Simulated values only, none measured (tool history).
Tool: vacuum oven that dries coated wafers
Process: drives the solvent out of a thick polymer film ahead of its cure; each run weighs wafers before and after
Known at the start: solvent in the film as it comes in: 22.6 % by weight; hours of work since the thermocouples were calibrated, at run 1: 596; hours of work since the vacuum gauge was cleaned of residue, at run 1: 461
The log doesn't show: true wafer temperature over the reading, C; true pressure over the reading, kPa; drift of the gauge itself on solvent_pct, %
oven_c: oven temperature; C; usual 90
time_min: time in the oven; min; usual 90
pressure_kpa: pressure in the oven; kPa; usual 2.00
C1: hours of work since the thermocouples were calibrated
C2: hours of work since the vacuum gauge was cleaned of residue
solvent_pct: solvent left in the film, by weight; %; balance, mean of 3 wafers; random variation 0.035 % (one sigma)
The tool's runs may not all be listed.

run 1 hour=0.0 | oven_c=90 time_min=90 pressure_kpa=2.00 | C1=596 C2=461 | solvent_pct=2.49
run 2 hour=17.3 | oven_c=90 time_min=90 pressure_kpa=5.75 | C1=607 C2=473 | solvent_pct=4.24
run 3 hour=36.7 | oven_c=90 time_min=90 pressure_kpa=5.75 | C1=620 C2=486 | solvent_pct=4.29
run 4 hour=58.0 | oven_c=90 time_min=90 pressure_kpa=2.00 | C1=635 C2=500 | solvent_pct=2.45
run 5 hour=68.3 | oven_c=90 time_min=90 pressure_kpa=2.00 | C1=642 C2=507 | solvent_pct=2.45
run 6 hour=85.1 | oven_c=90 time_min=90 pressure_kpa=2.00 | C1=653 C2=518 | solvent_pct=2.41
run 7 hour=108.6 | oven_c=90 time_min=90 pressure_kpa=2.00 | C1=668 C2=534 | solvent_pct=2.47
run 8 hour=119.8 | oven_c=90 time_min=90 pressure_kpa=2.00 | C1=676 C2=542 | solvent_pct=2.53
run 9 hour=132.2 | oven_c=90 time_min=90 pressure_kpa=2.00 | C1=684 C2=550 | solvent_pct=2.43
run 10 hour=152.7 | oven_c=90 time_min=90 pressure_kpa=2.00 | C1=698 C2=564 | solvent_pct=2.42
run 11 hour=171.9 | oven_c=86 time_min=90 pressure_kpa=2.00 | C1=711 C2=576 | solvent_pct=3.74
run 12 hour=190.0 | oven_c=92 time_min=90 pressure_kpa=2.00 | C1=723 C2=589 | solvent_pct=2.00
run 13 hour=209.6 | oven_c=92 time_min=90 pressure_kpa=2.00 | C1=736 C2=602 | solvent_pct=1.98
run 14 hour=230.8 | oven_c=92 time_min=90 pressure_kpa=2.00 | C1=750 C2=616 | solvent_pct=1.87
run 15 hour=253.4 | oven_c=90 time_min=90 pressure_kpa=2.00 | C1=765 C2=631 | solvent_pct=2.48
run 16 hour=270.9 | oven_c=90 time_min=90 pressure_kpa=2.00 | C1=777 C2=643 | solvent_pct=2.39
run 17 hour=281.9 | oven_c=90 time_min=90 pressure_kpa=2.00 | C1=785 C2=650 | solvent_pct=2.40
run 18 hour=292.9 | oven_c=90 time_min=90 pressure_kpa=2.00 | C1=792 C2=657 | solvent_pct=2.43
run 19 hour=304.7 | oven_c=90 time_min=90 pressure_kpa=2.00 | C1=800 C2=665 | solvent_pct=2.42
run 20 hour=322.2 | oven_c=90 time_min=90 pressure_kpa=2.00 | C1=812 C2=677 | solvent_pct=2.42
run 21 hour=341.8 | oven_c=81 time_min=90 pressure_kpa=2.00 | C1=825 C2=690 | solvent_pct=5.85
run 22 hour=365.9 | oven_c=78 time_min=153 pressure_kpa=4.38 | C1=841 C2=706 | solvent_pct=6.03
run 23 hour=380.2 | oven_c=87 time_min=57 pressure_kpa=4.38 | C1=850 C2=716 | solvent_pct=6.87
run 24 hour=400.6 | oven_c=102 time_min=144 pressure_kpa=1.08 | C1=864 C2=730 | solvent_pct=0.41
-- hour=403.4 vacuum gauge cleaned of residue and calibrated
run 25 hour=418.6 | oven_c=102 time_min=144 pressure_kpa=1.08 | C1=875 C2=10 | solvent_pct=0.51
run 26 hour=442.6 | oven_c=89 time_min=100 pressure_kpa=6.60 | C1=891 C2=26 | solvent_pct=4.74
run 27 hour=467.6 | oven_c=90 time_min=90 pressure_kpa=6.01 | C1=908 C2=43 | solvent_pct=4.42
run 28 hour=490.3 | oven_c=76 time_min=90 pressure_kpa=2.45 | C1=923 C2=58 | solvent_pct=8.58
run 29 hour=504.6 | oven_c=92 time_min=162 pressure_kpa=6.18 | C1=933 C2=68 | solvent_pct=3.12
run 30 hour=515.2 | oven_c=92 time_min=162 pressure_kpa=6.18 | C1=940 C2=75 | solvent_pct=3.20
-- hour=525.9 vacuum gauge cleaned of residue and calibrated, once more
run 31 hour=536.2 | oven_c=92 time_min=162 pressure_kpa=6.18 | C1=953 C2=7 | solvent_pct=2.98

Run 32 comes next. What will it give?
run 32 hour=556.6 | oven_c=93 time_min=88 pressure_kpa=3.21 | C1=966 C2=21 | solvent_pct=?

{"run 32": {"solvent_pct": 2.16}}
Without the tool's hidden state the same run would have given solvent_pct 2.64 %.
